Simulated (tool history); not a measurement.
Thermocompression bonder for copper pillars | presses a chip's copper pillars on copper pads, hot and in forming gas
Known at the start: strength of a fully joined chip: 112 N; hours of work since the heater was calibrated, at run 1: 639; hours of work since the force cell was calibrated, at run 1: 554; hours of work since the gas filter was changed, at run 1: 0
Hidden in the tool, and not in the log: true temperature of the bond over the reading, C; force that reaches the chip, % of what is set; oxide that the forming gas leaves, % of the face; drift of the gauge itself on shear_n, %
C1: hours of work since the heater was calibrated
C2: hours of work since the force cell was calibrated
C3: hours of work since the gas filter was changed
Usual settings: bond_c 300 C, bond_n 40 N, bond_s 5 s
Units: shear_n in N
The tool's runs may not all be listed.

Run 1, day 0.000: usual settings; C1 639; C2 554; C3 0. Result: shear_n 43.4 N.
Run 2, day 0.829: usual settings; C1 655; C2 570; C3 16. Result: shear_n 44.4 N.
Run 3, day 1.696: usual settings; C1 671; C2 586; C3 32. Result: shear_n 44.3 N.
Run 4, day 2.100: usual settings; C1 679; C2 594; C3 40. Result: shear_n 43.7 N.
Run 5, day 2.608: usual settings; C1 689; C2 604; C3 50. Result: shear_n 44.0 N.
Run 6, day 3.292: usual settings; C1 702; C2 617; C3 63. Result: shear_n 43.2 N.
Run 7, day 3.654: usual settings; C1 709; C2 624; C3 70. Result: shear_n 44.5 N.
Run 8, day 4.425: usual settings; C1 723; C2 639; C3 85. Result: shear_n 44.2 N.
Run 9, day 5.146: usual settings; C1 737; C2 653; C3 99. Result: shear_n 43.7 N.
Run 10, day 5.862: usual settings; C1 751; C2 666; C3 112. Result: shear_n 44.1 N.
Run 11, day 6.404: usual settings; C1 761; C2 677; C3 123. Result: shear_n 44.0 N.
Run 12, day 7.154: usual settings; C1 776; C2 691; C3 137. Result: shear_n 44.0 N.
Run 13, day 7.908: usual settings; C1 790; C2 706; C3 151. Result: shear_n 44.0 N.
Run 14, day 8.679: usual settings; C1 805; C2 720; C3 166. Result: shear_n 43.9 N.
At day 9.246: forming gas filter changed.
Run 15, day 9.550: usual settings but bond_s 13 s; C1 821; C2 737; C3 6. Result: shear_n 61.9 N.
Run 16, day 10.279: usual settings but bond_n 51 N; C1 835; C2 750; C3 20. Result: shear_n 51.1 N.
Run 17, day 11.162: usual settings but bond_n 39 N; C1 852; C2 767; C3 37. Result: shear_n 43.1 N.
Run 18, day 11.925: usual settings but bond_n 39 N; C1 867; C2 782; C3 51. Result: shear_n 43.6 N.
Run 19, day 12.367: usual settings; C1 875; C2 790; C3 60. Result: shear_n 44.4 N.
Run 20, day 13.171: usual settings; C1 890; C2 806; C3 75. Result: shear_n 44.4 N.
Run 21, day 14.050: usual settings but bond_c 315 C, bond_n 53 N, bond_s 6 s; C1 907; C2 823; C3 92. Result: shear_n 66.2 N.

Run 22 comes next. What will it give?
Run 22, day 14.683: usual settings but bond_c 277 C, bond_n 30 N, bond_s 6 s; C1 919; C2 835; C3 104. Result: shear_n ?.

shear_n: 27.2 N
Without the tool's hidden state the same run would have given shear_n 27.0 N.
